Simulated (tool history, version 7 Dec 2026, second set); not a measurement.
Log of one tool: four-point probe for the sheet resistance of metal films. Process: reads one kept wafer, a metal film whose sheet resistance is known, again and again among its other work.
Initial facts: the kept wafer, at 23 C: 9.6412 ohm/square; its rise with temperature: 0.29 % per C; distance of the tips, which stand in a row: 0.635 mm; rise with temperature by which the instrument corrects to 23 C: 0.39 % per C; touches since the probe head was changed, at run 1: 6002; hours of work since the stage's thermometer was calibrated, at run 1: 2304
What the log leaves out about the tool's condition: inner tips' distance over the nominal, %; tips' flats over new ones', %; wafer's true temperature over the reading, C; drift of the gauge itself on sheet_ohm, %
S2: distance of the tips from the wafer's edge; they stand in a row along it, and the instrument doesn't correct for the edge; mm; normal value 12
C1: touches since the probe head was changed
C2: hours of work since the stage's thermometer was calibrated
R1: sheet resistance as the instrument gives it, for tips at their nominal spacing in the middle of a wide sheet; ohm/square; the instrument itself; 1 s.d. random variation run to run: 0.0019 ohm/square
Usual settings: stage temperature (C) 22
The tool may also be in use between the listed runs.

run 1 hour=0 | stage_temperature_(C)=22 S2=12 | C1=6002 C2=2304 | R1=9.686501
run 2 hour=34.2 | stage_temperature_(C)=22 S2=12 | C1=6522 C2=2319 | R1=9.688388
run 3 hour=63.4 | stage_temperature_(C)=19 S2=12 | C1=6965 C2=2331 | R1=9.721079
run 4 hour=90.9 | stage_temperature_(C)=19 S2=12 | C1=7382 C2=2343 | R1=9.716753
run 5 hour=118.1 | stage_temperature_(C)=19 S2=12 | C1=7795 C2=2355 | R1=9.717719
run 6 hour=156.5 | stage_temperature_(C)=19 S2=12 | C1=8379 C2=2372 | R1=9.713267
run 7 hour=183.3 | stage_temperature_(C)=22 S2=16 | C1=8785 C2=2384 | R1=9.683656
run 8 hour=229.2 | stage_temperature_(C)=22 S2=28 | C1=9482 C2=2404 | R1=9.674077
run 9 hour=257.2 | stage_temperature_(C)=22 S2=28 | C1=9908 C2=2416 | R1=9.672515
run 10 hour=277.3 | stage_temperature_(C)=22 S2=28 | C1=10212 C2=2425 | R1=9.673466
run 11 hour=299.7 | stage_temperature_(C)=22 S2=28 | C1=10553 C2=2435 | R1=9.678679
run 12 hour=319 | stage_temperature_(C)=20 S2=12 | C1=10846 C2=2443 | R1=9.707187
run 13 hour=357.8 | stage_temperature_(C)=20 S2=12 | C1=11435 C2=2460 | R1=9.710223
run 14 hour=384.9 | stage_temperature_(C)=31 S2=12 | C1=11846 C2=2472 | R1=9.594265
run 15 hour=416.3 | stage_temperature_(C)=31 S2=12 | C1=12323 C2=2486 | R1=9.600817
run 16 hour=435.6 | stage_temperature_(C)=31 S2=12 | C1=12615 C2=2495 | R1=9.596385
-- hour=439.7 stage's thermometer calibrated
run 17 hour=462.9 | stage_temperature_(C)=20 S2=12 | C1=13022 C2=10 | R1=9.698925
run 18 hour=499.1 | stage_temperature_(C)=20 S2=12 | C1=13572 C2=26 | R1=9.698771
run 19 hour=527.6 | stage_temperature_(C)=20 S2=12 | C1=14005 C2=39 | R1=9.702477
run 20 hour=561.2 | stage_temperature_(C)=32 S2=12 | C1=14515 C2=53 | R1=9.576067
run 21 hour=596.4 | stage_temperature_(C)=32 S2=12 | C1=15050 C2=69 | R1=9.575511
run 22 hour=640.3 | stage_temperature_(C)=22 S2=22 | C1=15716 C2=88 | R1=9.66789
run 23 hour=662.3 | stage_temperature_(C)=22 S2=9 | C1=16051 C2=98 | R1=9.691896
run 24 hour=686.5 | stage_temperature_(C)=20 S2=38 | C1=16418 C2=108 | R1=9.685267
-- hour=717 stage's thermometer calibrated, once more
run 25 hour=718.8 | stage_temperature_(C)=24 S2=43 | C1=16901 C2=1 | R1=9.675728
run 26 hour=740.2 | stage_temperature_(C)=24 S2=43 | C1=17226 C2=10 | R1=9.675571
run 27 hour=779.8 | stage_temperature_(C)=33 S2=43 | C1=17827 C2=28 | R1=9.583984
run 28 hour=805.7 | stage_temperature_(C)=33 S2=43 | C1=18220 C2=39 | R1=9.584696
run 29 hour=846.9 | stage_temperature_(C)=33 S2=43 | C1=18846 C2=57 | R1=9.582569
run 30 hour=883.5 | stage_temperature_(C)=31 S2=6 | C1=19401 C2=73 | R1=9.657309
run 31 hour=909 | stage_temperature_(C)=31 S2=6 | C1=19788 C2=84 | R1=9.660567
run 32 hour=938 | stage_temperature_(C)=18 S2=38 | C1=20228 C2=97 | R1=9.740067
run 33 hour=960 | stage_temperature_(C)=22 S2=4 | C1=20563 C2=107 | R1=9.826561
run 34 hour=1001.2 | stage_temperature_(C)=23 S2=8 | C1=21188 C2=125 | R1=9.714824
run 35 hour=1029.7 | stage_temperature_(C)=23 S2=8 | C1=21621 C2=137 | R1=9.71624
run 36 hour=1055.9 | stage_temperature_(C)=33 S2=69 | C1=22018 C2=149 | R1=9.583345
run 37 hour=1086.4 | stage_temperature_(C)=33 S2=69 | C1=22482 C2=162 | R1=9.582717
run 38 hour=1122.5 | stage_temperature_(C)=33 S2=69 | C1=23030 C2=178 | R1=9.583678

What if the next run were any one of these 3? Each begins from the tool's condition after run 38:
run A hour=1156.4 | stage_temperature_(C)=30 S2=70 | C1=23545 C2=193 | R1=?
run B hour=1156.4 | stage_temperature_(C)=25 S2=39 | C1=23545 C2=193 | R1=?
run C hour=1156.4 | stage_temperature_(C)=35 S2=25 | C1=23545 C2=193 | R1=?

run=A R1=9.613574
run=B R1=9.660755
run=C R1=9.567821
Stripped of hidden state, with their random variation kept, the same runs would have yielded:
run=A R1=9.570652
run=B R1=9.617636
run=C R1=9.525092

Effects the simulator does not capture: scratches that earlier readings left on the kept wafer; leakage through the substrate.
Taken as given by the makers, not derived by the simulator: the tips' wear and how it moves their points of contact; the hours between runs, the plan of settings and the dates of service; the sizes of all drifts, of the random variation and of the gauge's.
